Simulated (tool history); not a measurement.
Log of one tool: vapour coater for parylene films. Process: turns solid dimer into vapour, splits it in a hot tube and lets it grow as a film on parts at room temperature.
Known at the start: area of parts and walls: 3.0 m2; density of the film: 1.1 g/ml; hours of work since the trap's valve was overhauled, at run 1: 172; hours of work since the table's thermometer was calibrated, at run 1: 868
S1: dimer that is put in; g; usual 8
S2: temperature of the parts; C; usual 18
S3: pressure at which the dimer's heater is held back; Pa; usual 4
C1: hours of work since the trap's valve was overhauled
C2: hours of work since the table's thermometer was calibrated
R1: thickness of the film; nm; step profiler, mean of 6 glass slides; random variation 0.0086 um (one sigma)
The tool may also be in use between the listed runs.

| run | hour | S1 | S2 | S3 | C1 | C2 | R1 |
|---|---|---|---|---|---|---|---|
| 1 | 0 | 8 | 18 | 4 | 172 | 868 | 1330 |
| 2 | 35.5 | 8 | 18 | 4 | 204 | 899 | 1329 |
| 3 | 73.8 | 8 | 18 | 4 | 238 | 933 | 1308 |
| 4 | 104.9 | 8 | 18 | 4 | 266 | 961 | 1301 |
| 5 | 141.1 | 8 | 18 | 4 | 298 | 993 | 1303 |
| 6 | 173.3 | 8 | 18 | 4 | 327 | 1022 | 1285 |
| 7 | 192.8 | 8 | 18 | 4 | 344 | 1039 | 1288 |
| 8 | 226.1 | 8 | 18 | 4 | 374 | 1069 | 1285 |
| 9 | 251.4 | 8 | 18 | 4 | 396 | 1091 | 1277 |
| 10 | 278.5 | 8 | 18 | 4 | 420 | 1116 | 1250 |
| 11 | 307.1 | 8 | 18 | 4 | 446 | 1141 | 1255 |
| 12 | 338.6 | 8 | 18 | 4 | 474 | 1169 | 1242 |
| 13 | 370.9 | 8 | 18 | 4 | 503 | 1198 | 1237 |
| 14 | 388.3 | 3 | 18 | 4 | 518 | 1213 | 467 |
|  | 419.1 | trap's valve overhauled |
| 15 | 421.8 | 3 | 18 | 4 | 2 | 1240 | 512 |
| 16 | 455.5 | 3 | 18 | 4 | 32 | 1270 | 510 |
| 17 | 471.9 | 3 | 18 | 4 | 47 | 1284 | 504 |
| 18 | 492 | 3 | 18 | 4 | 65 | 1302 | 509 |
| 19 | 529 | 3 | 12 | 4 | 98 | 1335 | 658 |
| 20 | 567.2 | 3 | 12 | 4 | 132 | 1369 | 664 |
| 21 | 606 | 4 | 18 | 4 | 166 | 1404 | 659 |
| 22 | 636.7 | 8 | 18 | 4 | 194 | 1431 | 1301 |
| 23 | 662.7 | 8 | 26 | 4 | 217 | 1454 | 917 |
| 24 | 692 | 8 | 26 | 4 | 243 | 1480 | 906 |
|  | 710 | table's thermometer calibrated |
| 25 | 714.8 | 8 | 26 | 4 | 262 | 4 | 885 |
| 26 | 742.6 | 7 | 26 | 2.46 | 287 | 29 | 834 |
| 27 | 776.2 | 7 | 26 | 2.46 | 317 | 59 | 845 |
| 28 | 807.1 | 13 | 19 | 2.46 | 345 | 86 | 2087 |
| 29 | 823.9 | 13 | 14 | 2.11 | 359 | 101 | 2655 |
| 30 | 848.2 | 13 | 14 | 2.11 | 381 | 123 | 2641 |
| 31 | 870 | 8 | 16 | 8.13 | 401 | 142 | 1200 |
| 32 | 897.3 | 8 | 28 | 8.13 | 425 | 167 | 680 |
| 33 | 930.4 | 8 | 28 | 8.13 | 454 | 196 | 681 |
|  | 936.8 | table's thermometer calibrated, once more |
| 34 | 952.7 | 8 | 28 | 8.13 | 473 | 14 | 743 |
| 35 | 977.8 | 4 | 28 | 8.73 | 496 | 36 | 359 |
| 36 | 1016 | 9 | 27 | 2.16 | 530 | 71 | 1086 |
|  | 1032.5 | trap's valve overhauled |
| 37 | 1046.2 | 10 | 10 | 3.9 | 12 | 94 | 2519 |
| 38 | 1070.5 | 10 | 10 | 3.9 | 34 | 115 | 2505 |
| 39 | 1109 | 13 | 13 | 3.97 | 68 | 150 | 2822 |
| 40 | 1128.8 | 5 | 13 | 3.97 | 86 | 167 | 1081 |
| 41 | 1148.2 | 6 | 13 | 6 | 103 | 185 | 1215 |
| 42 | 1174.8 | 5 | 13 | 6 | 127 | 208 | 1010 |
| 43 | 1192.9 | 5 | 13 | 6 | 143 | 224 | 1001 |
| 44 | 1212.9 | 8 | 18 | 8.35 | 161 | 242 | 1207 |
| 45 | 1239.2 | 8 | 18 | 8.35 | 184 | 266 | 1200 |
| 46 | 1259.7 | 6 | 21 | 2.19 | 202 | 284 | 996 |
| 47 | 1285.3 | 6 | 21 | 2.19 | 225 | 307 | 976 |

3 ways to go on from here, each from the tool as it stands after run 47. What would each give?
| A | 1302.2 | 6 | 18 | 2.19 | 240 | 322 | ? |
| B | 1302.2 | 4 | 17 | 2.13 | 240 | 322 | ? |
| C | 1302.2 | 8 | 11 | 3.73 | 240 | 322 | ? |

| run | R1 |
|---|---|
| A | 1115 |
| B | 772 |
| C | 1848 |
Without the tool's hidden state the same runs would have given:
| run | R1 |
|---|---|
| A | 1188 |
| B | 823 |
| C | 1969 |
